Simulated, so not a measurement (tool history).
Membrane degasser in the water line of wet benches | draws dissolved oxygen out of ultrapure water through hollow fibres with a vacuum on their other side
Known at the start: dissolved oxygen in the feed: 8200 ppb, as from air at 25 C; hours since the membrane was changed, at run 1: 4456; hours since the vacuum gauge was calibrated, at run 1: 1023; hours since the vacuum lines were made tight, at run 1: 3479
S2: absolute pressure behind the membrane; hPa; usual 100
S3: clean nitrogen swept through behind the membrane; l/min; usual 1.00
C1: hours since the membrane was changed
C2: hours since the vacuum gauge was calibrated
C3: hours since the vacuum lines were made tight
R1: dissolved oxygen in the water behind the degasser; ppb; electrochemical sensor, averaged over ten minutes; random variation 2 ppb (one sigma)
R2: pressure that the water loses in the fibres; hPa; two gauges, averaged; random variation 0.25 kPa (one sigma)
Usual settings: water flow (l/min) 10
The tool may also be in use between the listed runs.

Run 1, hour 0.0: usual settings; C1 4456; C2 1023; C3 3479. Result: R1 199.0 ppb, R2 649.9 hPa.
Run 2, hour 152.7: usual settings but S2 61 hPa; C1 4609; C2 1175; C3 3632. Result: R1 110.1 ppb, R2 654.1 hPa.
Run 3, hour 265.1: usual settings but S2 79 hPa; C1 4721; C2 1288; C3 3744. Result: R1 154.0 ppb, R2 652.3 hPa.
Run 4, hour 343.7: usual settings but water flow (l/min) 8; C1 4800; C2 1366; C3 3823. Result: R1 141.6 ppb, R2 520.7 hPa.
Run 5, hour 461.1: usual settings but water flow (l/min) 8; C1 4917; C2 1484; C3 3940. Result: R1 144.1 ppb, R2 519.5 hPa.
Run 6, hour 557.2: usual settings but water flow (l/min) 8; C1 5013; C2 1580; C3 4036. Result: R1 142.2 ppb, R2 523.1 hPa.
Run 7, hour 649.9: usual settings; C1 5106; C2 1673; C3 4129. Result: R1 202.9 ppb, R2 651.4 hPa.
Run 8, hour 726.9: usual settings; C1 5183; C2 1750; C3 4206. Result: R1 205.9 ppb, R2 648.7 hPa.
Run 9, hour 869.9: usual settings; C1 5326; C2 1893; C3 4349. Result: R1 202.7 ppb, R2 650.4 hPa.
Run 10, hour 991.5: usual settings but S2 116 hPa; C1 5447; C2 2014; C3 4471. Result: R1 233.3 ppb, R2 648.9 hPa.
Run 11, hour 1061.6: usual settings but water flow (l/min) 8, S2 116 hPa; C1 5517; C2 2084; C3 4541. Result: R1 172.6 ppb, R2 523.7 hPa.
Run 12, hour 1175.6: usual settings but water flow (l/min) 8, S2 116 hPa; C1 5631; C2 2198; C3 4655. Result: R1 174.7 ppb, R2 514.0 hPa.
Run 13, hour 1297.3: usual settings but S2 168 hPa, S3 0.74 l/min; C1 5753; C2 2320; C3 4776. Result: R1 446.0 ppb, R2 646.5 hPa.
Run 14, hour 1409.7: usual settings but S2 168 hPa, S3 0.74 l/min; C1 5866; C2 2432; C3 4889. Result: R1 444.4 ppb, R2 647.6 hPa.
Run 15, hour 1519.4: usual settings but water flow (l/min) 7, S2 71 hPa, S3 0.87 l/min; C1 5975; C2 2542; C3 4998. Result: R1 82.9 ppb, R2 457.6 hPa.
Run 16, hour 1652.7: usual settings but water flow (l/min) 13, S2 61 hPa; C1 6109; C2 2675; C3 5132. Result: R1 207.3 ppb, R2 839.8 hPa.

5 ways to go on from here, each from the tool as it stands after run 16. What would each give?
Run A, hour 1718.7: usual settings but S2 109 hPa; C1 6175; C2 2741; C3 5198. Result: R1 ?, R2 ?.
Run B, hour 1718.7: usual settings but water flow (l/min) 11, S2 61 hPa, S3 0.81 l/min; C1 6175; C2 2741; C3 5198. Result: R1 ?, R2 ?.
Run C, hour 1718.7: usual settings but water flow (l/min) 13, S2 61 hPa, S3 1.55 l/min; C1 6175; C2 2741; C3 5198. Result: R1 ?, R2 ?.
Run D, hour 1718.7: usual settings but water flow (l/min) 15, S3 0.41 l/min; C1 6175; C2 2741; C3 5198. Result: R1 ?, R2 ?.
Run E, hour 1718.7: usual settings but water flow (l/min) 8; C1 6175; C2 2741; C3 5198. Result: R1 ?, R2 ?.

run     R1     R2
  A  220.0  650.7
  B  153.7  712.3
  C  178.0  839.6
  D  675.3  970.0
  E  141.3  515.3
Without the tool's hidden state the same runs would have given:
run     R1     R2
  A  219.8  657.3
  B  153.6  719.5
  C  177.8  848.2
  D  674.9  979.9
  E  141.3  520.6

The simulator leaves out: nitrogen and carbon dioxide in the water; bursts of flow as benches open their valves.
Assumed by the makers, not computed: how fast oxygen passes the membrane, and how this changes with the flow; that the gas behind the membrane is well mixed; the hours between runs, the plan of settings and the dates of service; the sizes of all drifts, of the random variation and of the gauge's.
